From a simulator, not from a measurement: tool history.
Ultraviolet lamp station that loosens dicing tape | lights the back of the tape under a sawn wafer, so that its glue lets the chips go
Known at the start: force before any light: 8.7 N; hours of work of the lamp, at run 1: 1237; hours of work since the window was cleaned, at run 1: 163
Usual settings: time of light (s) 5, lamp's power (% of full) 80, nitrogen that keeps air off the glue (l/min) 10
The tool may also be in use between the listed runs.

run,hour,time of light (s),lamp's power (% of full),nitrogen that keeps air off the glue (l/min),hours of work of the lamp,hours of work since the window was cleaned,force that peels the tape off (N),light that reached the tape (mJ/cm2)
1,0,5,80,10,1237,163,1.504,384
2,50.3,5,80,10,1275,201,1.554,380
3,97.1,5,80,10,1310,237,1.563,376
4,132.7,5,80,3,1337,264,3.127,374
5,177.5,5,80,3,1371,298,3.093,367
6,228.8,5,80,3,1410,337,3.081,355
7,249.9,5,80,3,1426,353,3.204,359
8,285.5,5,80,3,1453,380,3.189,356
9,323.2,5,80,3,1482,408,3.212,356
# hour 328.1: window cleaned of glue's vapour
10,361.4,5,80,3,1511,25,3.379,325
11,410.9,5,80,4,1548,63,3.168,323
12,452.6,5,80,4,1580,94,3.141,314
# hour 485.2: window cleaned of glue's vapour, once more
13,496.8,5,80,10,1613,9,1.599,377
14,523.1,5,80,10,1633,29,1.631,379
15,568.1,5,80,10,1667,63,1.642,360
16,605.9,5,80,10,1696,92,1.699,357
17,653.3,5,80,10,1732,128,1.783,356
18,674.9,7,91,11,1748,144,0.687,557
19,713.9,4,62,7,1778,174,3.73,219
20,752.2,5,77,14,1807,203,1.582,337
21,785.5,6,77,9,1832,228,1.557,400
# hour 790.3: lamp changed
22,827.6,3,73,5,28,259,3.482,257
23,848.9,3,73,5,44,275,3.687,254
24,895.4,7,80,6,80,310,0.861,641
25,916.9,6,93,6,96,327,0.905,633
26,942.6,5,88,4,116,346,1.906,492
27,972.6,2,61,4,138,369,5.594,136
28,1005.6,2,61,4,163,394,5.686,134
# hour 1027.3: window cleaned of glue's vapour
29,1029.9,7,65,10,181,2,0.823,542
30,1052.9,4,87,9,199,19,1.451,418
31,1091.7,5,80,4,228,49,1.998,473
32,1116.6,5,83,7,247,68,1.316,486

5 ways to go on from here, each from the tool as it stands after run 32. What would each give?
A,1164.7,9,80,8,284,104,?,?
B,1164.7,5,64,7,284,104,?,?
C,1164.7,10,83,11,284,104,?,?
D,1164.7,7,62,16,284,104,?,?
E,1164.7,8,66,4,284,104,?,?

run,force that peels the tape off (N),light that reached the tape (mJ/cm2)
A,0.422,835
B,2.052,373
C,0.272,962
D,0.703,503
E,1.33,612
Without the tool's hidden state the same runs would have given:
run,force that peels the tape off (N),light that reached the tape (mJ/cm2)
A,0.37,901
B,1.838,402
C,0.252,1038
D,0.606,542
E,1.167,661
